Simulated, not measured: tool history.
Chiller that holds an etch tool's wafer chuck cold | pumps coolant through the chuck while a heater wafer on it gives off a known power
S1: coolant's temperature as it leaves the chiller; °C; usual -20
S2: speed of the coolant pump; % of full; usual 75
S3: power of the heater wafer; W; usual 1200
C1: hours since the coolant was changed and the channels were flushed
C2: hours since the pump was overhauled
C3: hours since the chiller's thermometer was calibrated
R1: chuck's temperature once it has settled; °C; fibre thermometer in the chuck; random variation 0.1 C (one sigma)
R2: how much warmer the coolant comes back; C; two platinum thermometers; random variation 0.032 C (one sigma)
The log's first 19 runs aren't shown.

run 20 day=21.421 | S1=-14 S2=81 S3=1200 | C1=4878 C2=1679 C3=2633 | R1=0.4 R2=3.27
-- day=21.617 chiller's thermometer calibrated
run 21 day=22.504 | S1=-14 S2=81 S3=1200 | C1=4903 C2=1704 C3=21 | R1=0.7 R2=3.26
run 22 day=23.379 | S1=-30 S2=75 S3=1200 | C1=4924 C2=1725 C3=42 | R1=-14.6 R2=3.55
run 23 day=24.854 | S1=-30 S2=75 S3=1200 | C1=4959 C2=1760 C3=78 | R1=-14.6 R2=3.57
run 24 day=26.233 | S1=-30 S2=75 S3=1078 | C1=4993 C2=1793 C3=111 | R1=-16.2 R2=3.16
run 25 day=27.725 | S1=-20 S2=91 S3=1497 | C1=5028 C2=1829 C3=147 | R1=-3.3 R2=3.65
run 26 day=28.854 | S1=-20 S2=60 S3=1457 | C1=5055 C2=1856 C3=174 | R1=1.7 R2=5.28
run 27 day=30.279 | S1=-26 S2=98 S3=1125 | C1=5090 C2=1890 C3=208 | R1=-13.8 R2=2.54
run 28 day=30.983 | S1=-20 S2=61 S3=1117 | C1=5107 C2=1907 C3=225 | R1=-3.4 R2=3.99
-- day=31.15 chiller's thermometer calibrated, once more
run 29 day=32.012 | S1=-20 S2=62 S3=738 | C1=5130 C2=1931 C3=21 | R1=-9.4 R2=2.59
run 30 day=32.775 | S1=-20 S2=62 S3=738 | C1=5149 C2=1949 C3=39 | R1=-9.2 R2=2.56
run 31 day=33.85 | S1=-16 S2=80 S3=1104 | C1=5174 C2=1975 C3=65 | R1=-2.9 R2=3.13
run 32 day=35.288 | S1=-20 S2=73 S3=745 | C1=5209 C2=2010 C3=99 | R1=-10.3 R2=2.27

4 ways to go on from here, each from the tool as it stands after run 32. What would each give?
run A day=36.171 | S1=-20 S2=73 S3=1200 | C1=5230 C2=2031 C3=120 | R1=? R2=?
run B day=36.171 | S1=-24 S2=81 S3=1290 | C1=5230 C2=2031 C3=120 | R1=? R2=?
run C day=36.171 | S1=-14 S2=71 S3=745 | C1=5230 C2=2031 C3=120 | R1=? R2=?
run D day=36.171 | S1=-20 S2=70 S3=766 | C1=5230 C2=2031 C3=120 | R1=? R2=?

run=A R1=-4.6 R2=3.58
run=B R1=-8.6 R2=3.52
run=C R1=-4.3 R2=2.32
run=D R1=-9.8 R2=2.43
Without the tool's hidden state the same runs would have given:
run=A R1=-7.3 R2=3.52
run=B R1=-11.3 R2=3.45
run=C R1=-6 R2=2.27
run=D R1=-11.5 R2=2.38
